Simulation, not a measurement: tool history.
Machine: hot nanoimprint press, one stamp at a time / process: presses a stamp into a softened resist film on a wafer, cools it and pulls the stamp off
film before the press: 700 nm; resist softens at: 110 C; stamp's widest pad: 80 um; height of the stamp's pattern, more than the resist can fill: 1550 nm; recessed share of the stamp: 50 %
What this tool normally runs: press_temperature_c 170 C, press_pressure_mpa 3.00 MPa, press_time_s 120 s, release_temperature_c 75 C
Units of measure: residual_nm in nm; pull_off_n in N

| run | hour | press_temperature_c | press_pressure_mpa | press_time_s | release_temperature_c | residual_nm | pull_off_n |
|---|---|---|---|---|---|---|---|
| 1 | 0.0 | 170 | 3.00 | 120 | 75 | 268.7 | 266 |
| 2 | 39.4 | 170 | 3.00 | 120 | 75 | 267.7 | 270 |
| 3 | 88.0 | 170 | 3.00 | 120 | 75 | 267.0 | 270 |
|  | 151.0 | plate thermocouple calibrated |
| 4 | 151.4 | 170 | 3.00 | 120 | 75 | 270.4 | 279 |
| 5 | 204.9 | 170 | 3.00 | 120 | 75 | 269.3 | 272 |
|  | 224.6 | stamp cleaned and given a new release coat |
| 6 | 248.2 | 170 | 3.00 | 120 | 75 | 267.9 | 217 |
| 7 | 309.6 | 173 | 3.00 | 120 | 75 | 227.3 | 230 |
| 8 | 351.2 | 173 | 3.00 | 120 | 75 | 227.1 | 232 |
| 9 | 411.3 | 173 | 3.00 | 120 | 75 | 226.0 | 241 |
| 10 | 470.2 | 170 | 3.00 | 102 | 75 | 284.0 | 238 |
| 11 | 521.8 | 170 | 3.00 | 102 | 75 | 282.7 | 243 |
|  | 544.7 | plate thermocouple calibrated |
| 12 | 562.4 | 170 | 2.95 | 105 | 75 | 295.3 | 249 |
| 13 | 617.2 | 170 | 2.95 | 81 | 75 | 322.4 | 253 |
| 14 | 658.3 | 178 | 2.95 | 101 | 75 | 196.5 | 247 |
| 15 | 708.3 | 171 | 3.00 | 120 | 61 | 261.0 | 340 |
| 16 | 750.7 | 159 | 3.00 | 120 | 80 | 479.0 | 225 |
| 17 | 814.0 | 165 | 4.33 | 120 | 75 | 303.1 | 260 |

Each row is a separate what-if for the run after 17, all from the same tool condition, not one after another. Results?
| A | 867.9 | 173 | 3.00 | 120 | 69 | ? | ? |
| B | 867.9 | 165 | 4.33 | 120 | 62 | ? | ? |
| C | 867.9 | 170 | 3.77 | 221 | 75 | ? | ? |
| D | 867.9 | 165 | 4.33 | 186 | 67 | ? | ? |
| E | 867.9 | 177 | 1.86 | 120 | 68 | ? | ? |

| run | residual_nm | pull_off_n |
|---|---|---|
| A | 234.1 | 304 |
| B | 306.2 | 355 |
| C | 191.6 | 262 |
| D | 259.2 | 306 |
| E | 239.1 | 315 |
Stripped of hidden state, with their random variation kept, the same runs would have yielded:
| run | residual_nm | pull_off_n |
|---|---|---|
| A | 229.7 | 260 |
| B | 297.6 | 304 |
| C | 186.5 | 224 |
| D | 251.4 | 262 |
| E | 237.1 | 269 |
